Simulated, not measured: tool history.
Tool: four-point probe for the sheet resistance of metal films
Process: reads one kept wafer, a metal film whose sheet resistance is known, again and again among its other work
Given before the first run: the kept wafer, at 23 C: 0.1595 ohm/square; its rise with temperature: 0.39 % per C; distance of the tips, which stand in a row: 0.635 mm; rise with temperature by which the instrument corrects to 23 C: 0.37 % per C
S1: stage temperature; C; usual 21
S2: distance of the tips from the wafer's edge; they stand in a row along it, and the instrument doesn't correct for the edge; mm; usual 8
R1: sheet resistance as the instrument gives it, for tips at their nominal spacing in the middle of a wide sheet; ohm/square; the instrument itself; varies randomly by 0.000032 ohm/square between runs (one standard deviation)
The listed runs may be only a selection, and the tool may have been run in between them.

run	day	S1	S2	R1
1	0.000	21	8	0.159314
2	1.233	21	8	0.159317
3	3.033	21	8	0.159373
4	4.150	21	8	0.159307
5	5.083	25	8	0.159451
6	6.854	25	8	0.159439
7	7.904	21	8	0.159324
8	9.075	21	8	0.159361
9	10.175	21	4	0.160899
10	11.917	21	4	0.160915
11	13.542	21	4	0.160850
12	15.050	21	4	0.160936
13	16.154	21	4	0.160917
14	17.000	21	4	0.160881
15	18.317	21	4	0.160924
16	19.879	21	4	0.160885
17	21.371	21	24	0.158877
18	22.238	21	24	0.158887
19	24.112	18	8	0.159195
20	25.038	23	8	0.159382
21	25.842	21	8	0.159267
22	26.796	21	11	0.159019
23	27.675	28	8	0.159529
24	28.500	21	52	0.158770
25	29.496	29	61	0.158955
26	31.358	29	61	0.158977
27	32.292	28	4	0.161089
28	33.867	26	14	0.159129
29	35.675	26	50	0.158945
30	36.571	26	14	0.159052
31	37.692	23	8	0.159394
32	39.421	24	7	0.159558
33	41.079	24	7	0.159519
34	41.871	22	7	0.159485
35	42.933	26	5	0.160234
36	44.742	18	63	0.158702
37	45.871	26	36	0.158905
38	46.717	26	36	0.158898
39	48.100	28	3	0.162697
40	48.946	19	30	0.158715
41	50.462	26	9	0.159300
42	51.246	34	74	0.159102
43	52.867	34	74	0.159056
44	54.567	32	3	0.162820
45	56.050	19	14	0.158793
46	57.804	33	20	0.159192

Branching from run 46: 3 alternative next runs. What would each branch give?
A	58.858	19	36	?
B	58.858	27	38	?
C	58.858	20	70	?

run	R1
A	0.158701
B	0.158854
C	0.158716
Had the tool no hidden state, the same runs would have come out as:
run	R1
A	0.159425
B	0.159584
C	0.159441
